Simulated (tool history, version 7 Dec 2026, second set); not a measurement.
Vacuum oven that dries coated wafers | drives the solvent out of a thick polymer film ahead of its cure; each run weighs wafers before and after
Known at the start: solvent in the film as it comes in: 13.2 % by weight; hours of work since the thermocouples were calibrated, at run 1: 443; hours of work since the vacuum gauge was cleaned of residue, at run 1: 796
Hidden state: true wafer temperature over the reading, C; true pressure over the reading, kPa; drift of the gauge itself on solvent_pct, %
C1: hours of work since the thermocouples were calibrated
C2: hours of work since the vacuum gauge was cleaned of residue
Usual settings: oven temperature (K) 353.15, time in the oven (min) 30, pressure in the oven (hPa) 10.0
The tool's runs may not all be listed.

{"run": 1, "day": 0.0, "oven temperature (K)": 353.15, "time in the oven (min)": 30, "pressure in the oven (hPa)": 10.0, "C1": 443, "C2": 796, "solvent left in the film (%)": 0.91}
{"run": 2, "day": 3.317, "oven temperature (K)": 353.15, "time in the oven (min)": 30, "pressure in the oven (hPa)": 10.0, "C1": 503, "C2": 856, "solvent left in the film (%)": 0.96}
{"run": 3, "day": 5.783, "oven temperature (K)": 353.15, "time in the oven (min)": 30, "pressure in the oven (hPa)": 22.3, "C1": 547, "C2": 900, "solvent left in the film (%)": 1.38}
{"run": 4, "day": 8.975, "oven temperature (K)": 353.15, "time in the oven (min)": 30, "pressure in the oven (hPa)": 10.0, "C1": 605, "C2": 958, "solvent left in the film (%)": 0.93}
{"run": 5, "day": 11.417, "oven temperature (K)": 353.15, "time in the oven (min)": 30, "pressure in the oven (hPa)": 10.0, "C1": 649, "C2": 1002, "solvent left in the film (%)": 0.85}
{"run": 6, "day": 13.108, "oven temperature (K)": 353.15, "time in the oven (min)": 30, "pressure in the oven (hPa)": 10.0, "C1": 679, "C2": 1033, "solvent left in the film (%)": 0.93}
{"run": 7, "day": 15.167, "oven temperature (K)": 353.15, "time in the oven (min)": 30, "pressure in the oven (hPa)": 10.0, "C1": 717, "C2": 1070, "solvent left in the film (%)": 0.89}
{"run": 8, "day": 16.758, "oven temperature (K)": 353.15, "time in the oven (min)": 30, "pressure in the oven (hPa)": 10.0, "C1": 745, "C2": 1098, "solvent left in the film (%)": 0.9}
{"run": 9, "day": 19.846, "oven temperature (K)": 353.15, "time in the oven (min)": 30, "pressure in the oven (hPa)": 10.0, "C1": 801, "C2": 1154, "solvent left in the film (%)": 0.95}
{"run": 10, "day": 23.3, "oven temperature (K)": 353.15, "time in the oven (min)": 30, "pressure in the oven (hPa)": 10.0, "C1": 863, "C2": 1217, "solvent left in the film (%)": 0.91}
{"run": 11, "day": 25.371, "oven temperature (K)": 342.15, "time in the oven (min)": 30, "pressure in the oven (hPa)": 19.4, "C1": 901, "C2": 1254, "solvent left in the film (%)": 3.84}
{"run": 12, "day": 28.829, "oven temperature (K)": 359.15, "time in the oven (min)": 50, "pressure in the oven (hPa)": 19.4, "C1": 963, "C2": 1316, "solvent left in the film (%)": 0.68}
{"run": 13, "day": 30.633, "oven temperature (K)": 353.15, "time in the oven (min)": 30, "pressure in the oven (hPa)": 8.0, "C1": 996, "C2": 1349, "solvent left in the film (%)": 0.81}
{"run": 14, "day": 32.633, "oven temperature (K)": 353.15, "time in the oven (min)": 30, "pressure in the oven (hPa)": 8.0, "C1": 1032, "C2": 1385, "solvent left in the film (%)": 0.85}
{"day": 35.062, "done": "oven's thermocouples calibrated"}
{"run": 15, "day": 36.462, "oven temperature (K)": 353.15, "time in the oven (min)": 30, "pressure in the oven (hPa)": 8.0, "C1": 25, "C2": 1453, "solvent left in the film (%)": 0.8}
{"run": 16, "day": 39.146, "oven temperature (K)": 359.15, "time in the oven (min)": 30, "pressure in the oven (hPa)": 5.3, "C1": 74, "C2": 1501, "solvent left in the film (%)": 0.27}
{"run": 17, "day": 41.558, "oven temperature (K)": 339.15, "time in the oven (min)": 16, "pressure in the oven (hPa)": 19.2, "C1": 117, "C2": 1545, "solvent left in the film (%)": 6.87}

Forecast each of these 3 alternatives for the next run:
{"run": "A", "day": 43.946, "oven temperature (K)": 339.15, "time in the oven (min)": 28, "pressure in the oven (hPa)": 19.2, "C1": 160, "C2": 1588, "solvent left in the film (%)": "?"}
{"run": "B", "day": 43.946, "oven temperature (K)": 353.15, "time in the oven (min)": 17, "pressure in the oven (hPa)": 10.0, "C1": 160, "C2": 1588, "solvent left in the film (%)": "?"}
{"run": "C", "day": 43.946, "oven temperature (K)": 353.15, "time in the oven (min)": 33, "pressure in the oven (hPa)": 33.7, "C1": 160, "C2": 1588, "solvent left in the film (%)": "?"}

run=A solvent_left_in_the_film_(%)=5.03
run=B solvent_left_in_the_film_(%)=2.27
run=C solvent_left_in_the_film_(%)=1.76
Without the tool's hidden state the same runs would have given:
run=A solvent_left_in_the_film_(%)=5.01
run=B solvent_left_in_the_film_(%)=2.26
run=C solvent_left_in_the_film_(%)=1.75

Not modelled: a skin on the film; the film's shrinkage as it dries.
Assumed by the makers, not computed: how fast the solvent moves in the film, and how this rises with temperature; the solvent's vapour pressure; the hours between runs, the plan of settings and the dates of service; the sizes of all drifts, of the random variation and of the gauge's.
